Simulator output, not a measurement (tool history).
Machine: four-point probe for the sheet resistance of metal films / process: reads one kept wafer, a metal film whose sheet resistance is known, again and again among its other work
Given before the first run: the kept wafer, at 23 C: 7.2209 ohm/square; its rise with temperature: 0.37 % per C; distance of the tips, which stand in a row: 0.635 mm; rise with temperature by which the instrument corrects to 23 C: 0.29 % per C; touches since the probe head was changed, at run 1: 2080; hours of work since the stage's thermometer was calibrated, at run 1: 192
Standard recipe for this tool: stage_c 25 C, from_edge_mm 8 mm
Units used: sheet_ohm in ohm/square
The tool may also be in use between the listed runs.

run	hour	stage_c	from_edge_mm	touches since the probe head was changed	hours of work since the stage's thermometer was calibrated	sheet_ohm
1	0.0	25	8	2080	192	7.193018
2	21.8	25	64	2470	205	7.170161
3	37.9	19	8	2756	214	7.161082
4	52.8	25	8	3023	223	7.194277
5	74.4	25	8	3408	236	7.193498
6	91.0	25	8	3704	246	7.196496
7	104.8	25	8	3949	254	7.195394
8	130.4	25	8	4407	269	7.191992
9	150.4	25	8	4764	280	7.194625
10	174.8	25	4	5200	295	7.267370
11	187.6	25	4	5427	302	7.267039
12	204.6	34	8	5730	312	7.243541
13	223.1	27	8	6060	323	7.209411
14	237.5	25	18	6317	332	7.177121
15	262.5	25	18	6763	346	7.171990
16	275.6	25	18	6997	354	7.178830
17	299.3	25	18	7420	368	7.175565
18	320.5	25	9	7798	381	7.192824
19	339.2	25	9	8132	392	7.190805
20	359.7	25	50	8497	404	7.172956
21	383.4	25	50	8921	418	7.173568
22	405.8	25	21	9321	431	7.171278
23	427.3	25	8	9704	443	7.195679
24	446.4	19	31	10044	455	7.139452
25	465.7	31	37	10390	466	7.203109
26	479.8	26	5	10641	474	7.241687
27	502.5	23	3	11045	488	7.330510
28	515.9	20	9	11285	496	7.164996
29	545.9	20	9	11820	513	7.166735
30	574.9	20	51	12338	530	7.145763
31	595.4	21	6	12703	542	7.191310
32	625.3	21	6	13237	560	7.197315
33	645.0	27	65	13587	571	7.184559
34	658.0	28	7	13820	579	7.221907
35	685.2	28	3	14306	595	7.360059
36	710.1	28	3	14749	610	7.360317
37	738.8	28	3	15261	627	7.360517
38	758.7	20	30	15616	638	7.149114
39	776.7	21	5	15938	649	7.213962
40	804.4	20	8	16432	665	7.171079
41	828.8	20	8	16867	680	7.170807
42	847.4	20	8	17199	691	7.171554
43	868.9	20	8	17583	703	7.174559
44	887.1	20	8	17906	714	7.171385
45	910.0	20	8	18316	727	7.172629

Alternative continuations, all from the tool just after run 45; predict every row:
A	929.3	25	45	18660	739	?
B	929.3	34	13	18660	739	?
C	929.3	26	13	18660	739	?

run	sheet_ohm
A	7.177041
B	7.232332
C	7.191398
With the hidden condition removed and each run's random variation left untouched, the same runs would have given:
run	sheet_ohm
A	7.232800
B	7.288654
C	7.247279
